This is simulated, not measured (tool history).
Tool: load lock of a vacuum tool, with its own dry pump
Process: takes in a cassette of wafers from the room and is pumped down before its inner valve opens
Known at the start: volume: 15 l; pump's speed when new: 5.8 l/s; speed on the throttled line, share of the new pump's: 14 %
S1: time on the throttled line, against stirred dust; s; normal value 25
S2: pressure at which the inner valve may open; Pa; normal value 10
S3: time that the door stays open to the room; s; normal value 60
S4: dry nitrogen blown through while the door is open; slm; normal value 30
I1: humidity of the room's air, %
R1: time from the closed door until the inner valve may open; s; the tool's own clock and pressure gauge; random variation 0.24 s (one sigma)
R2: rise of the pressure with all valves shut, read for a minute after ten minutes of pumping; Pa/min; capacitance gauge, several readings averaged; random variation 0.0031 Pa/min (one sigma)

{"run": 1, "day": 0.0, "S1": 25, "S2": 10, "S3": 60, "S4": 30, "I1": 41.0, "R1": 45.4, "R2": 0.058}
{"run": 2, "day": 2.446, "S1": 25, "S2": 10, "S3": 60, "S4": 30, "I1": 46.7, "R1": 45.8, "R2": 0.065}
{"run": 3, "day": 6.05, "S1": 25, "S2": 8, "S3": 60, "S4": 30, "I1": 42.5, "R1": 45.6, "R2": 0.06}
{"run": 4, "day": 8.683, "S1": 25, "S2": 8, "S3": 60, "S4": 30, "I1": 45.4, "R1": 45.9, "R2": 0.06}
{"run": 5, "day": 11.025, "S1": 25, "S2": 8, "S3": 60, "S4": 30, "I1": 43.8, "R1": 45.8, "R2": 0.064}
{"run": 6, "day": 13.046, "S1": 25, "S2": 10, "S3": 60, "S4": 30, "I1": 45.4, "R1": 45.6, "R2": 0.067}
{"run": 7, "day": 16.129, "S1": 13, "S2": 10, "S3": 60, "S4": 30, "I1": 47.1, "R1": 35.0, "R2": 0.066}
{"run": 8, "day": 18.429, "S1": 13, "S2": 10, "S3": 60, "S4": 30, "I1": 41.7, "R1": 34.7, "R2": 0.06}
{"run": 9, "day": 20.708, "S1": 25, "S2": 10, "S3": 148, "S4": 30, "I1": 46.4, "R1": 45.1, "R2": 0.121}
{"run": 10, "day": 23.996, "S1": 25, "S2": 18, "S3": 60, "S4": 30, "I1": 43.2, "R1": 43.7, "R2": 0.063}
{"run": 11, "day": 26.046, "S1": 25, "S2": 10, "S3": 60, "S4": 30, "I1": 43.5, "R1": 45.3, "R2": 0.059}
{"run": 12, "day": 28.042, "S1": 25, "S2": 19, "S3": 45, "S4": 7, "I1": 43.5, "R1": 43.4, "R2": 0.081}
{"run": 13, "day": 31.271, "S1": 25, "S2": 15, "S3": 45, "S4": 7, "I1": 46.7, "R1": 44.4, "R2": 0.094}
{"run": 14, "day": 34.342, "S1": 38, "S2": 10, "S3": 53, "S4": 5, "I1": 46.8, "R1": 56.2, "R2": 0.104}
{"run": 15, "day": 37.858, "S1": 14, "S2": 10, "S3": 53, "S4": 5, "I1": 39.7, "R1": 35.6, "R2": 0.093}
{"run": 16, "day": 41.312, "S1": 15, "S2": 10, "S3": 211, "S4": 30, "I1": 46.4, "R1": 36.8, "R2": 0.15}
{"run": 17, "day": 44.538, "S1": 28, "S2": 7, "S3": 239, "S4": 11, "I1": 49.4, "R1": 48.9, "R2": 0.267}
{"run": 18, "day": 46.833, "S1": 28, "S2": 7, "S3": 239, "S4": 11, "I1": 44.8, "R1": 48.9, "R2": 0.237}

Run 19 is up next; what results do you expect?
{"run": 19, "day": 49.271, "S1": 17, "S2": 9, "S3": 99, "S4": 8, "I1": 44.8, "R1": "?", "R2": "?"}

Logged for run 19: R1 38.7 s, R2 0.135 Pa/min.
The same run, on a tool lacking any hidden state, would have yielded R1 38.7 s, R2 0.134 Pa/min.
